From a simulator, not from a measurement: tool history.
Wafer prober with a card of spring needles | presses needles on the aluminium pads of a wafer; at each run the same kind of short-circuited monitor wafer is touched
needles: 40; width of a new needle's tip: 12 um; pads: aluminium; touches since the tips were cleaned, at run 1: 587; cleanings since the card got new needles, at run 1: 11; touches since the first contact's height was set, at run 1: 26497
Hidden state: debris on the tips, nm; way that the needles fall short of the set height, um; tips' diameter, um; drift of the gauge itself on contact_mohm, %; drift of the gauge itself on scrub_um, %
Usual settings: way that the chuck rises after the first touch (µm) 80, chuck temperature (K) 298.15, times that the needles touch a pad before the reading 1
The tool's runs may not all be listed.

| run | hour | way that the chuck rises after the first touch (µm) | chuck temperature (K) | times that the needles touch a pad before the reading | touches since the tips were cleaned | cleanings since the card got new needles | touches since the first contact's height was set | resistance of one needle with its contact and lead (mohm) | way that a needle slides on the pad (µm) |
|---|---|---|---|---|---|---|---|---|---|
| 1 | 0.0 | 80 | 298.15 | 1 | 587 | 11 | 26497 | 229 | 18.94 |
|  | 3.8 | tips cleaned on abrasive film |
|  | 8.5 | tips cleaned on abrasive film |
| 2 | 11.7 | 80 | 298.15 | 2 | 1510 | 13 | 31830 | 232 | 18.85 |
|  | 12.9 | tips cleaned on abrasive film |
|  | 17.5 | tips cleaned on abrasive film |
|  | 22.3 | tips cleaned on abrasive film |
| 3 | 23.9 | 80 | 298.15 | 1 | 745 | 16 | 37336 | 231 | 18.88 |
|  | 27.1 | tips cleaned on abrasive film |
|  | 32.3 | tips cleaned on abrasive film |
| 4 | 36.1 | 80 | 298.15 | 1 | 1742 | 18 | 42885 | 247 | 18.74 |
|  | 36.9 | tips cleaned on abrasive film |
|  | 41.9 | tips cleaned on abrasive film |
| 5 | 46.0 | 80 | 298.15 | 1 | 1895 | 20 | 47374 | 253 | 18.80 |
|  | 47.1 | tips cleaned on abrasive film |
|  | 47.9 | tips cleaned on abrasive film, once more |
|  | 52.2 | tips cleaned on abrasive film |
| 6 | 54.2 | 80 | 298.15 | 1 | 935 | 23 | 51070 | 234 | 18.63 |
|  | 57.2 | tips cleaned on abrasive film |
|  | 62.1 | tips cleaned on abrasive film |
| 7 | 63.6 | 80 | 312.15 | 1 | 695 | 25 | 55311 | 236 | 18.70 |
|  | 66.5 | tips cleaned on abrasive film |
|  | 71.2 | tips cleaned on abrasive film |
|  | 76.1 | tips cleaned on abrasive film |
| 8 | 76.7 | 80 | 312.15 | 1 | 272 | 28 | 61236 | 225 | 18.66 |
|  | 81.2 | tips cleaned on abrasive film |
|  | 85.9 | tips cleaned on abrasive film |
| 9 | 87.1 | 61 | 327.15 | 1 | 578 | 30 | 65972 | 246 | 14.06 |
|  | 91.1 | tips cleaned on abrasive film |
|  | 96.0 | tips cleaned on abrasive film |
| 10 | 98.1 | 61 | 387.15 | 2 | 946 | 32 | 70963 | 256 | 13.99 |
|  | 101.0 | tips cleaned on abrasive film |
|  | 105.6 | tips cleaned on abrasive film |
| 11 | 106.1 | 61 | 359.15 | 2 | 212 | 34 | 74566 | 235 | 13.99 |
|  | 110.3 | tips cleaned on abrasive film |
|  | 115.1 | tips cleaned on abrasive film |
| 12 | 118.0 | 74 | 308.15 | 2 | 1328 | 36 | 80004 | 236 | 17.09 |
|  | 119.6 | tips cleaned on abrasive film |
|  | 124.7 | tips cleaned on abrasive film |
| 13 | 128.5 | 98 | 301.15 | 1 | 1744 | 38 | 84763 | 240 | 22.82 |
|  | 129.6 | tips cleaned on abrasive film |
|  | 134.8 | tips cleaned on abrasive film |
|  | 139.6 | tips cleaned on abrasive film |
| 14 | 140.8 | 67 | 298.15 | 1 | 567 | 41 | 90342 | 244 | 15.36 |
|  | 144.1 | tips cleaned on abrasive film |
|  | 149.0 | tips cleaned on abrasive film |
| 15 | 149.0 | 91 | 299.15 | 1 | 0 | 43 | 94015 | 213 | 21.05 |
|  | 153.6 | tips cleaned on abrasive film |
|  | 158.2 | tips cleaned on abrasive film |
| 16 | 161.2 | 95 | 298.15 | 1 | 1372 | 45 | 99587 | 231 | 21.96 |

3 ways to go on from here, each from the tool as it stands after run 16. What would each give?
|  | 163.3 | tips cleaned on abrasive film |
|  | 168.0 | tips cleaned on abrasive film |
| A | 168.8 | 94 | 298.15 | 1 | 342 | 47 | 103016 | ? | ? |
|  | 163.3 | tips cleaned on abrasive film |
|  | 168.0 | tips cleaned on abrasive film |
| B | 168.8 | 62 | 342.15 | 1 | 342 | 47 | 103016 | ? | ? |
|  | 163.3 | tips cleaned on abrasive film |
|  | 168.0 | tips cleaned on abrasive film |
| C | 168.8 | 80 | 383.15 | 2 | 342 | 47 | 103016 | ? | ? |

| run | resistance of one needle with its contact and lead (mohm) | way that a needle slides on the pad (µm) |
|---|---|---|
| A | 218 | 21.69 |
| B | 243 | 14.01 |
| C | 238 | 18.33 |
Without the tool's hidden state the same runs would have given:
| run | resistance of one needle with its contact and lead (mohm) | way that a needle slides on the pad (µm) |
|---|---|---|
| A | 207 | 22.48 |
| B | 220 | 14.80 |
| C | 230 | 19.12 |
